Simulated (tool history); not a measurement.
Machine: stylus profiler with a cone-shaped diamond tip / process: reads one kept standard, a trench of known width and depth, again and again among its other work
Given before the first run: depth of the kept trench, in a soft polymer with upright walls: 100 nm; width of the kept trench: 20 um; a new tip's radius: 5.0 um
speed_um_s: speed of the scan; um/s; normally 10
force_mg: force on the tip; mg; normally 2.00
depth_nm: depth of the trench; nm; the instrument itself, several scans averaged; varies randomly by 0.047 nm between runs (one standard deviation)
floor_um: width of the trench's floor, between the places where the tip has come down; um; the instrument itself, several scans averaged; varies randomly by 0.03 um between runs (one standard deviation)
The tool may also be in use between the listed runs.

{"run": 1, "hour": 0.0, "speed_um_s": 10, "force_mg": 2.0, "depth_nm": 101.66, "floor_um": 16.43}
{"hour": 53.0, "done": "new tip fitted, height scale calibrated"}
{"run": 2, "hour": 97.4, "speed_um_s": 10, "force_mg": 4.19, "depth_nm": 102.43, "floor_um": 17.93}
{"run": 3, "hour": 192.7, "speed_um_s": 10, "force_mg": 4.19, "depth_nm": 102.54, "floor_um": 17.95}
{"run": 4, "hour": 293.7, "speed_um_s": 10, "force_mg": 4.19, "depth_nm": 102.49, "floor_um": 17.85}
{"run": 5, "hour": 348.9, "speed_um_s": 10, "force_mg": 4.19, "depth_nm": 102.53, "floor_um": 17.86}
{"run": 6, "hour": 430.0, "speed_um_s": 10, "force_mg": 1.23, "depth_nm": 101.11, "floor_um": 17.69}
{"run": 7, "hour": 548.9, "speed_um_s": 10, "force_mg": 1.23, "depth_nm": 101.17, "floor_um": 17.68}
{"run": 8, "hour": 673.4, "speed_um_s": 10, "force_mg": 1.23, "depth_nm": 101.17, "floor_um": 17.65}
{"run": 9, "hour": 775.5, "speed_um_s": 10, "force_mg": 2.0, "depth_nm": 101.6, "floor_um": 17.63}
{"run": 10, "hour": 881.3, "speed_um_s": 30, "force_mg": 2.0, "depth_nm": 101.55, "floor_um": 17.49}
{"run": 11, "hour": 982.5, "speed_um_s": 30, "force_mg": 2.0, "depth_nm": 101.53, "floor_um": 17.44}
{"run": 12, "hour": 1074.7, "speed_um_s": 30, "force_mg": 2.0, "depth_nm": 101.64, "floor_um": 17.44}
{"run": 13, "hour": 1135.4, "speed_um_s": 10, "force_mg": 2.0, "depth_nm": 101.63, "floor_um": 17.45}
{"run": 14, "hour": 1244.2, "speed_um_s": 5, "force_mg": 2.0, "depth_nm": 101.66, "floor_um": 17.44}
{"run": 15, "hour": 1340.6, "speed_um_s": 5, "force_mg": 2.0, "depth_nm": 101.71, "floor_um": 17.46}
{"run": 16, "hour": 1440.3, "speed_um_s": 10, "force_mg": 3.37, "depth_nm": 102.36, "floor_um": 17.34}
{"run": 17, "hour": 1532.1, "speed_um_s": 10, "force_mg": 2.86, "depth_nm": 102.06, "floor_um": 17.31}
{"run": 18, "hour": 1610.0, "speed_um_s": 10, "force_mg": 2.84, "depth_nm": 102.14, "floor_um": 17.36}
{"run": 19, "hour": 1665.6, "speed_um_s": 2, "force_mg": 2.0, "depth_nm": 101.67, "floor_um": 17.36}
{"run": 20, "hour": 1776.4, "speed_um_s": 2, "force_mg": 2.0, "depth_nm": 101.79, "floor_um": 17.26}
{"run": 21, "hour": 1909.7, "speed_um_s": 2, "force_mg": 2.0, "depth_nm": 101.77, "floor_um": 17.21}
{"run": 22, "hour": 2017.5, "speed_um_s": 11, "force_mg": 3.88, "depth_nm": 102.53, "floor_um": 17.15}
{"run": 23, "hour": 2140.2, "speed_um_s": 23, "force_mg": 1.83, "depth_nm": 101.67, "floor_um": 17.09}
{"hour": 2147.5, "done": "height scale calibrated on a step standard"}
{"run": 24, "hour": 2207.1, "speed_um_s": 10, "force_mg": 2.19, "depth_nm": 101.93, "floor_um": 17.07}
{"run": 25, "hour": 2331.5, "speed_um_s": 2, "force_mg": 1.31, "depth_nm": 101.43, "floor_um": 17.06}
{"run": 26, "hour": 2410.0, "speed_um_s": 5, "force_mg": 1.95, "depth_nm": 101.81, "floor_um": 17.04}
{"run": 27, "hour": 2490.2, "speed_um_s": 34, "force_mg": 3.0, "depth_nm": 102.29, "floor_um": 16.94}

What will run 28 give?
{"run": 28, "hour": 2608.2, "speed_um_s": 27, "force_mg": 1.11, "depth_nm": "?", "floor_um": "?"}

Run 28 gave depth_nm 101.33 nm, floor_um 16.86 um.
Without the tool's hidden state the same run would have given depth_nm 100.96 nm, floor_um 17.87 um.

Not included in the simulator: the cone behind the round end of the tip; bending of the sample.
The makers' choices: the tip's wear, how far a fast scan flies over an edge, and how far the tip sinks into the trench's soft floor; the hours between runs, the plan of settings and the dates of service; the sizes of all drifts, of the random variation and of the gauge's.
